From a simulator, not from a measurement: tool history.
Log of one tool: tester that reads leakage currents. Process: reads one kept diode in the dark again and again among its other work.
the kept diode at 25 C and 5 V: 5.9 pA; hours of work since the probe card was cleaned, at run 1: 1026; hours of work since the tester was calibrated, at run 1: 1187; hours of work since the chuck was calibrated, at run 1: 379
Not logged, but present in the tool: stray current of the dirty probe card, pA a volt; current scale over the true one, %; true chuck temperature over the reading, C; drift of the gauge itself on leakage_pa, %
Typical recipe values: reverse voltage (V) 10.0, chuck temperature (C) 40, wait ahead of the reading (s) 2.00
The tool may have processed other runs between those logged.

run   hour  reverse voltage (V)  chuck temperature (C)  wait ahead of the reading (s)  hours of work since the probe card was cleaned  hours of work since the tester was calibrated  hours of work since the chuck was calibrated  current that the tester gives (pA)
  1    0.0                 10.0                     40                           2.00                                            1026                                           1187                                           379                               30.39
  2   61.3                 10.0                     40                           2.00                                            1054                                           1215                                           407                               30.15
  3  106.6                 10.0                     40                           2.00                                            1075                                           1235                                           428                               30.31
  4  151.1                 10.0                     40                           2.00                                            1095                                           1256                                           448                               30.54
  5  227.1                 10.0                     31                           2.00                                            1130                                           1290                                           482                               13.61
  6  302.8                 10.0                     40                           2.00                                            1164                                           1324                                           517                               30.52
  7  356.6                 10.0                     40                           2.00                                            1188                                           1349                                           541                               30.24
  8  415.4                  1.5                     40                           2.00                                            1215                                           1375                                           568                               15.56
  9  505.8                  1.5                     40                           2.00                                            1256                                           1416                                           609                               15.38
 10  570.4                  1.5                     40                           2.00                                            1285                                           1446                                           638                               15.42
 11  608.8                  1.5                     40                           2.00                                            1303                                           1463                                           655                               15.53
 12  649.9                  1.5                     40                           2.00                                            1321                                           1482                                           674                               15.51

Branching from run 12: 5 alternative next runs. What would each branch give?
  A  718.6                 10.0                     39                           0.79                                            1352                                           1513                                           705                                   ?
  B  718.6                  2.2                     29                           8.38                                            1352                                           1513                                           705                                   ?
  C  718.6                  1.5                     43                           2.00                                            1352                                           1513                                           705                                   ?
  D  718.6                  1.5                     40                           0.43                                            1352                                           1513                                           705                                   ?
  E  718.6                 10.0                     30                           2.00                                            1352                                           1513                                           705                                   ?

run  current that the tester gives (pA)
  A                               28.01
  B                                6.40
  C                               20.05
  D                               15.60
  E                               12.50
Without the tool's unlogged condition, the same runs would have read:
run  current that the tester gives (pA)
  A                               28.01
  B                                6.40
  C                               20.06
  D                               15.61
  E                               12.48

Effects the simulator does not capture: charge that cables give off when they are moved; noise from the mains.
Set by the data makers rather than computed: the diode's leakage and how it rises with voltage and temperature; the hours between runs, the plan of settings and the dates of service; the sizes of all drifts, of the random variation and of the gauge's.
